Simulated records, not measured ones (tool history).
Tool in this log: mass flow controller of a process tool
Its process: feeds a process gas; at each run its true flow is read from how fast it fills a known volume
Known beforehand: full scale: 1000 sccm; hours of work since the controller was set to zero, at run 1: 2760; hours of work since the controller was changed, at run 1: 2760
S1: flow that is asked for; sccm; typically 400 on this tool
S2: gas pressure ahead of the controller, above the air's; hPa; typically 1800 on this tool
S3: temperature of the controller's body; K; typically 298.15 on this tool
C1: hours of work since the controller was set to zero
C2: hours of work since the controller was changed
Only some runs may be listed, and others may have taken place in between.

run 1 day=0 | S1=400 S2=1800 S3=298.15 | C1=2760 C2=2760 | true_flow_(%)=100.17
run 2 day=1.725 | S1=400 S2=1800 S3=298.15 | C1=2777 C2=2777 | true_flow_(%)=100.08
run 3 day=3.546 | S1=400 S2=1800 S3=298.15 | C1=2795 C2=2795 | true_flow_(%)=100.1
run 4 day=6.446 | S1=400 S2=1920 S3=298.15 | C1=2825 C2=2825 | true_flow_(%)=100.31
run 5 day=8.162 | S1=400 S2=1920 S3=298.15 | C1=2842 C2=2842 | true_flow_(%)=100.24
run 6 day=11.029 | S1=400 S2=1920 S3=294.15 | C1=2871 C2=2871 | true_flow_(%)=100.41
run 7 day=14.312 | S1=400 S2=1510 S3=298.15 | C1=2904 C2=2904 | true_flow_(%)=99.9
run 8 day=17.425 | S1=400 S2=2580 S3=298.15 | C1=2936 C2=2936 | true_flow_(%)=100.85
run 9 day=19.121 | S1=400 S2=1800 S3=310.15 | C1=2953 C2=2953 | true_flow_(%)=99.81
run 10 day=22.642 | S1=400 S2=1800 S3=310.15 | C1=2988 C2=2988 | true_flow_(%)=99.66
run 11 day=25.95 | S1=537 S2=1800 S3=298.15 | C1=3022 C2=3022 | true_flow_(%)=100.58
run 12 day=29.496 | S1=537 S2=1800 S3=298.15 | C1=3057 C2=3057 | true_flow_(%)=100.62
run 13 day=32.596 | S1=537 S2=1800 S3=298.15 | C1=3089 C2=3089 | true_flow_(%)=100.6
run 14 day=35.621 | S1=537 S2=1800 S3=313.15 | C1=3119 C2=3119 | true_flow_(%)=99.98
run 15 day=39.05 | S1=537 S2=1800 S3=309.15 | C1=3154 C2=3154 | true_flow_(%)=100.14
run 16 day=42.721 | S1=970 S2=1800 S3=298.15 | C1=3191 C2=3191 | true_flow_(%)=101.71
run 17 day=45.438 | S1=970 S2=1800 S3=298.15 | C1=3218 C2=3218 | true_flow_(%)=101.78
run 18 day=47.692 | S1=400 S2=2060 S3=298.15 | C1=3241 C2=3241 | true_flow_(%)=100.62
run 19 day=49.888 | S1=400 S2=2060 S3=298.15 | C1=3263 C2=3263 | true_flow_(%)=100.66
run 20 day=51.746 | S1=400 S2=2060 S3=298.15 | C1=3282 C2=3282 | true_flow_(%)=100.68
run 21 day=53.921 | S1=400 S2=2060 S3=298.15 | C1=3304 C2=3304 | true_flow_(%)=100.63
run 22 day=56.829 | S1=400 S2=1800 S3=298.15 | C1=3333 C2=3333 | true_flow_(%)=100.55
run 23 day=59.15 | S1=400 S2=1800 S3=298.15 | C1=3357 C2=3357 | true_flow_(%)=100.68
run 24 day=62.029 | S1=400 S2=1800 S3=298.15 | C1=3386 C2=3386 | true_flow_(%)=100.77
run 25 day=63.683 | S1=400 S2=1800 S3=298.15 | C1=3403 C2=3403 | true_flow_(%)=100.66
run 26 day=66.854 | S1=198 S2=1540 S3=299.15 | C1=3435 C2=3435 | true_flow_(%)=100.77
run 27 day=68.458 | S1=623 S2=1540 S3=299.15 | C1=3451 C2=3451 | true_flow_(%)=100.89
run 28 day=71.454 | S1=400 S2=1580 S3=296.15 | C1=3481 C2=3481 | true_flow_(%)=100.59
run 29 day=74.938 | S1=112 S2=1800 S3=303.15 | C1=3516 C2=3516 | true_flow_(%)=101.77
run 30 day=78.179 | S1=319 S2=2770 S3=297.15 | C1=3549 C2=3549 | true_flow_(%)=101.56
run 31 day=81.121 | S1=176 S2=1580 S3=301.15 | C1=3579 C2=3579 | true_flow_(%)=100.91
run 32 day=84.458 | S1=141 S2=2520 S3=298.15 | C1=3612 C2=3612 | true_flow_(%)=102.1
run 33 day=86.512 | S1=130 S2=1770 S3=304.15 | C1=3633 C2=3633 | true_flow_(%)=101.52
run 34 day=88.629 | S1=400 S2=2650 S3=295.15 | C1=3655 C2=3655 | true_flow_(%)=101.58
run 35 day=91.767 | S1=400 S2=2650 S3=295.15 | C1=3686 C2=3686 | true_flow_(%)=101.69
run 36 day=95.033 | S1=150 S2=2010 S3=305.15 | C1=3719 C2=3719 | true_flow_(%)=101.39
run 37 day=98.462 | S1=136 S2=2040 S3=307.15 | C1=3754 C2=3754 | true_flow_(%)=101.6
run 38 day=100.683 | S1=832 S2=1550 S3=305.15 | C1=3776 C2=3776 | true_flow_(%)=101.25
run 39 day=102.396 | S1=935 S2=1480 S3=297.15 | C1=3794 C2=3794 | true_flow_(%)=101.83
run 40 day=106.017 | S1=340 S2=2420 S3=311.15 | C1=3830 C2=3830 | true_flow_(%)=100.75
run 41 day=109.271 | S1=340 S2=2420 S3=311.15 | C1=3863 C2=3863 | true_flow_(%)=100.72
run 42 day=111.633 | S1=196 S2=2160 S3=301.15 | C1=3887 C2=3887 | true_flow_(%)=101.44
run 43 day=113.254 | S1=111 S2=2500 S3=297.15 | C1=3903 C2=3903 | true_flow_(%)=103.27
run 44 day=115.371 | S1=400 S2=1580 S3=304.15 | C1=3925 C2=3925 | true_flow_(%)=100.63
run 45 day=119.067 | S1=526 S2=2350 S3=298.15 | C1=3962 C2=3962 | true_flow_(%)=101.51
run 46 day=121.779 | S1=400 S2=1800 S3=296.15 | C1=3989 C2=3989 | true_flow_(%)=101.16
run 47 day=123.342 | S1=892 S2=1590 S3=307.15 | C1=4005 C2=4005 | true_flow_(%)=101.45
run 48 day=126.492 | S1=389 S2=1680 S3=298.15 | C1=4037 C2=4037 | true_flow_(%)=100.96
run 49 day=129.408 | S1=389 S2=1680 S3=298.15 | C1=4066 C2=4066 | true_flow_(%)=101.04

What if the next run were any one of these 3? Each begins from the tool's condition after run 49:
run A day=132.375 | S1=389 S2=1680 S3=304.15 | C1=4096 C2=4096 | true_flow_(%)=?
run B day=132.375 | S1=438 S2=1450 S3=307.15 | C1=4096 C2=4096 | true_flow_(%)=?
run C day=132.375 | S1=389 S2=2340 S3=298.15 | C1=4096 C2=4096 | true_flow_(%)=?

run=A true_flow_(%)=100.74
run=B true_flow_(%)=100.54
run=C true_flow_(%)=101.53
The same runs, with their run-to-run variation unchanged, on a tool lacking any hidden condition would have given:
run=A true_flow_(%)=97.46
run=B true_flow_(%)=97.37
run=C true_flow_(%)=98.25
